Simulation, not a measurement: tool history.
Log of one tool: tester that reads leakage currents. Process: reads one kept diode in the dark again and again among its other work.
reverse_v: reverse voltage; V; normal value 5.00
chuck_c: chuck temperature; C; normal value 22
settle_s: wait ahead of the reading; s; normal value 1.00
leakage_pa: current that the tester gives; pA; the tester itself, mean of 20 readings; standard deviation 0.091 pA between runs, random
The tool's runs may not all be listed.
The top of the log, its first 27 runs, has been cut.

run,hour,reverse_v,chuck_c,settle_s,leakage_pa
28,1571.7,5.00,22,9.65,35.27
29,1607.9,1.74,23,1.00,19.30
30,1651.8,1.74,21,3.11,16.98
31,1684.1,5.00,22,2.14,35.69
32,1746.4,12.16,22,1.00,66.22
33,1807.0,12.16,34,1.00,125.78
34,1858.5,12.16,34,1.00,125.38
35,1898.2,12.16,34,1.00,127.31
36,1952.0,19.22,52,0.90,480.86
37,2018.5,1.77,45,1.59,84.55
38,2088.5,1.77,60,3.86,218.04
39,2125.1,17.36,22,1.00,89.08

Here are 3 independent what-if runs from the current tool condition. What would each one return?
A,2163.0,5.00,22,4.77,?
B,2163.0,17.36,32,1.00,?
C,2163.0,4.95,52,4.03,?

run,leakage_pa
A,37.29
B,145.95
C,229.52
Stripped of hidden state, with their random variation kept, the same runs would have yielded:
run,leakage_pa
A,25.10
B,103.42
C,213.29
